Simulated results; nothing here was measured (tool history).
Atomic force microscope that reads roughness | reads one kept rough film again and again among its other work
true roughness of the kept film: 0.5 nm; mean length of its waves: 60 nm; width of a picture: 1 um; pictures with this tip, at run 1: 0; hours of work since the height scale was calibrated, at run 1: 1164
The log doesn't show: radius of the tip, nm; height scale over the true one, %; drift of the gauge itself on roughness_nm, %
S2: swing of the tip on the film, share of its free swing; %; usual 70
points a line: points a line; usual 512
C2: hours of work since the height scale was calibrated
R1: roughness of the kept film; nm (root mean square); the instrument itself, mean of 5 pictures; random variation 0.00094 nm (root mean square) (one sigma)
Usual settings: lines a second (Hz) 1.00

{"run": 1, "hour": 0.0, "lines a second (Hz)": 1.0, "S2": 70, "points a line": 512, "pictures with this tip": 0, "C2": 1164, "R1": 0.478}
{"run": 2, "hour": 60.6, "lines a second (Hz)": 1.0, "S2": 70, "points a line": 512, "pictures with this tip": 65, "C2": 1193, "R1": 0.4787}
{"run": 3, "hour": 115.3, "lines a second (Hz)": 1.0, "S2": 70, "points a line": 512, "pictures with this tip": 125, "C2": 1219, "R1": 0.4804}
{"run": 4, "hour": 151.6, "lines a second (Hz)": 1.0, "S2": 70, "points a line": 512, "pictures with this tip": 164, "C2": 1237, "R1": 0.4778}
{"run": 5, "hour": 198.6, "lines a second (Hz)": 1.0, "S2": 70, "points a line": 563, "pictures with this tip": 215, "C2": 1259, "R1": 0.4786}
{"run": 6, "hour": 266.3, "lines a second (Hz)": 1.96, "S2": 70, "points a line": 512, "pictures with this tip": 288, "C2": 1292, "R1": 0.4592}
{"run": 7, "hour": 338.8, "lines a second (Hz)": 1.96, "S2": 70, "points a line": 512, "pictures with this tip": 367, "C2": 1327, "R1": 0.4561}
{"hour": 371.2, "done": "new tip fitted"}
{"run": 8, "hour": 409.9, "lines a second (Hz)": 1.96, "S2": 70, "points a line": 512, "pictures with this tip": 42, "C2": 1361, "R1": 0.4589}
{"run": 9, "hour": 449.6, "lines a second (Hz)": 0.92, "S2": 70, "points a line": 512, "pictures with this tip": 85, "C2": 1380, "R1": 0.4791}
{"run": 10, "hour": 490.6, "lines a second (Hz)": 1.58, "S2": 70, "points a line": 512, "pictures with this tip": 130, "C2": 1399, "R1": 0.4659}
{"run": 11, "hour": 564.2, "lines a second (Hz)": 1.58, "S2": 70, "points a line": 512, "pictures with this tip": 210, "C2": 1435, "R1": 0.4655}
{"run": 12, "hour": 642.9, "lines a second (Hz)": 1.58, "S2": 70, "points a line": 512, "pictures with this tip": 295, "C2": 1473, "R1": 0.4653}
{"run": 13, "hour": 706.1, "lines a second (Hz)": 1.58, "S2": 70, "points a line": 512, "pictures with this tip": 363, "C2": 1503, "R1": 0.4653}
{"hour": 739.6, "done": "new tip fitted"}
{"run": 14, "hour": 784.7, "lines a second (Hz)": 1.0, "S2": 70, "points a line": 512, "pictures with this tip": 49, "C2": 1540, "R1": 0.4801}
{"run": 15, "hour": 866.4, "lines a second (Hz)": 1.0, "S2": 70, "points a line": 336, "pictures with this tip": 138, "C2": 1580, "R1": 0.4783}
{"run": 16, "hour": 948.9, "lines a second (Hz)": 1.0, "S2": 70, "points a line": 336, "pictures with this tip": 227, "C2": 1619, "R1": 0.48}
{"run": 17, "hour": 992.6, "lines a second (Hz)": 1.0, "S2": 70, "points a line": 336, "pictures with this tip": 274, "C2": 1640, "R1": 0.4784}
{"run": 18, "hour": 1069.2, "lines a second (Hz)": 1.0, "S2": 70, "points a line": 512, "pictures with this tip": 357, "C2": 1677, "R1": 0.4791}
{"hour": 1110.2, "done": "new tip fitted"}
{"run": 19, "hour": 1148.3, "lines a second (Hz)": 1.0, "S2": 70, "points a line": 429, "pictures with this tip": 42, "C2": 1715, "R1": 0.4816}
{"hour": 1153.2, "done": "height scale calibrated on a step standard"}
{"run": 20, "hour": 1217.0, "lines a second (Hz)": 1.0, "S2": 70, "points a line": 512, "pictures with this tip": 115, "C2": 31, "R1": 0.4837}
{"run": 21, "hour": 1295.6, "lines a second (Hz)": 1.0, "S2": 70, "points a line": 512, "pictures with this tip": 200, "C2": 68, "R1": 0.4814}
{"hour": 1351.9, "done": "height scale calibrated on a step standard, once more"}
{"run": 22, "hour": 1370.1, "lines a second (Hz)": 1.0, "S2": 70, "points a line": 512, "pictures with this tip": 280, "C2": 9, "R1": 0.4721}
{"run": 23, "hour": 1443.3, "lines a second (Hz)": 1.0, "S2": 70, "points a line": 512, "pictures with this tip": 359, "C2": 44, "R1": 0.4716}
{"hour": 1478.9, "done": "new tip fitted"}
{"run": 24, "hour": 1494.1, "lines a second (Hz)": 1.0, "S2": 70, "points a line": 512, "pictures with this tip": 17, "C2": 68, "R1": 0.4746}
{"run": 25, "hour": 1557.4, "lines a second (Hz)": 1.0, "S2": 70, "points a line": 512, "pictures with this tip": 85, "C2": 99, "R1": 0.4742}
{"run": 26, "hour": 1601.0, "lines a second (Hz)": 1.0, "S2": 70, "points a line": 530, "pictures with this tip": 132, "C2": 119, "R1": 0.4725}
{"run": 27, "hour": 1664.6, "lines a second (Hz)": 3.29, "S2": 72, "points a line": 363, "pictures with this tip": 201, "C2": 150, "R1": 0.4175}
{"run": 28, "hour": 1722.7, "lines a second (Hz)": 3.29, "S2": 72, "points a line": 363, "pictures with this tip": 264, "C2": 178, "R1": 0.4191}
{"run": 29, "hour": 1763.0, "lines a second (Hz)": 1.35, "S2": 56, "points a line": 364, "pictures with this tip": 308, "C2": 197, "R1": 0.4814}
{"run": 30, "hour": 1799.0, "lines a second (Hz)": 1.72, "S2": 67, "points a line": 513, "pictures with this tip": 347, "C2": 215, "R1": 0.4628}
{"hour": 1847.2, "done": "new tip fitted"}
{"run": 31, "hour": 1867.8, "lines a second (Hz)": 2.18, "S2": 88, "points a line": 349, "pictures with this tip": 22, "C2": 247, "R1": 0.3901}
{"run": 32, "hour": 1926.8, "lines a second (Hz)": 1.82, "S2": 81, "points a line": 328, "pictures with this tip": 86, "C2": 276, "R1": 0.4278}
{"run": 33, "hour": 2006.7, "lines a second (Hz)": 1.82, "S2": 81, "points a line": 328, "pictures with this tip": 173, "C2": 314, "R1": 0.4276}
{"run": 34, "hour": 2070.2, "lines a second (Hz)": 1.82, "S2": 81, "points a line": 328, "pictures with this tip": 242, "C2": 345, "R1": 0.4269}
{"run": 35, "hour": 2117.1, "lines a second (Hz)": 1.82, "S2": 73, "points a line": 629, "pictures with this tip": 292, "C2": 367, "R1": 0.45}
{"run": 36, "hour": 2201.6, "lines a second (Hz)": 1.82, "S2": 73, "points a line": 629, "pictures with this tip": 384, "C2": 408, "R1": 0.4486}
{"hour": 2213.0, "done": "new tip fitted"}
{"run": 37, "hour": 2252.4, "lines a second (Hz)": 1.0, "S2": 70, "points a line": 330, "pictures with this tip": 42, "C2": 432, "R1": 0.4754}
{"run": 38, "hour": 2327.6, "lines a second (Hz)": 3.58, "S2": 70, "points a line": 614, "pictures with this tip": 124, "C2": 468, "R1": 0.4239}
{"run": 39, "hour": 2364.6, "lines a second (Hz)": 1.85, "S2": 78, "points a line": 358, "pictures with this tip": 164, "C2": 486, "R1": 0.4368}
{"run": 40, "hour": 2434.3, "lines a second (Hz)": 0.88, "S2": 56, "points a line": 358, "pictures with this tip": 240, "C2": 519, "R1": 0.4889}
{"run": 41, "hour": 2485.2, "lines a second (Hz)": 0.88, "S2": 56, "points a line": 358, "pictures with this tip": 295, "C2": 544, "R1": 0.4886}
{"run": 42, "hour": 2541.5, "lines a second (Hz)": 1.0, "S2": 70, "points a line": 866, "pictures with this tip": 356, "C2": 571, "R1": 0.4751}
{"hour": 2580.6, "done": "new tip fitted"}
{"run": 43, "hour": 2622.0, "lines a second (Hz)": 1.0, "S2": 60, "points a line": 475, "pictures with this tip": 44, "C2": 609, "R1": 0.4875}
{"run": 44, "hour": 2687.9, "lines a second (Hz)": 1.69, "S2": 70, "points a line": 276, "pictures with this tip": 116, "C2": 641, "R1": 0.4595}
{"run": 45, "hour": 2743.6, "lines a second (Hz)": 1.0, "S2": 80, "points a line": 512, "pictures with this tip": 176, "C2": 668, "R1": 0.4596}
{"run": 46, "hour": 2819.1, "lines a second (Hz)": 1.0, "S2": 76, "points a line": 894, "pictures with this tip": 258, "C2": 704, "R1": 0.4684}
{"run": 47, "hour": 2865.3, "lines a second (Hz)": 0.91, "S2": 81, "points a line": 938, "pictures with this tip": 308, "C2": 726, "R1": 0.4604}
{"run": 48, "hour": 2945.5, "lines a second (Hz)": 1.66, "S2": 74, "points a line": 512, "pictures with this tip": 395, "C2": 765, "R1": 0.452}
{"hour": 2951.7, "done": "new tip fitted"}
{"run": 49, "hour": 3030.4, "lines a second (Hz)": 1.66, "S2": 74, "points a line": 512, "pictures with this tip": 86, "C2": 805, "R1": 0.4528}
{"run": 50, "hour": 3066.3, "lines a second (Hz)": 2.3, "S2": 74, "points a line": 512, "pictures with this tip": 124, "C2": 823, "R1": 0.4371}

Forecast each of these 4 alternatives for the next run:
{"run": "A", "hour": 3132.5, "lines a second (Hz)": 0.91, "S2": 87, "points a line": 479, "pictures with this tip": 196, "C2": 854, "R1": "?"}
{"run": "B", "hour": 3132.5, "lines a second (Hz)": 1.23, "S2": 66, "points a line": 512, "pictures with this tip": 196, "C2": 854, "R1": "?"}
{"run": "C", "hour": 3132.5, "lines a second (Hz)": 2.13, "S2": 55, "points a line": 455, "pictures with this tip": 196, "C2": 854, "R1": "?"}
{"run": "D", "hour": 3132.5, "lines a second (Hz)": 1.94, "S2": 89, "points a line": 1007, "pictures with this tip": 196, "C2": 854, "R1": "?"}

run=A R1=0.4521
run=B R1=0.4760
run=C R1=0.4810
run=D R1=0.3985
Without the tool's hidden state the same runs would have given:
run=A R1=0.4497
run=B R1=0.4735
run=C R1=0.4785
run=D R1=0.3964
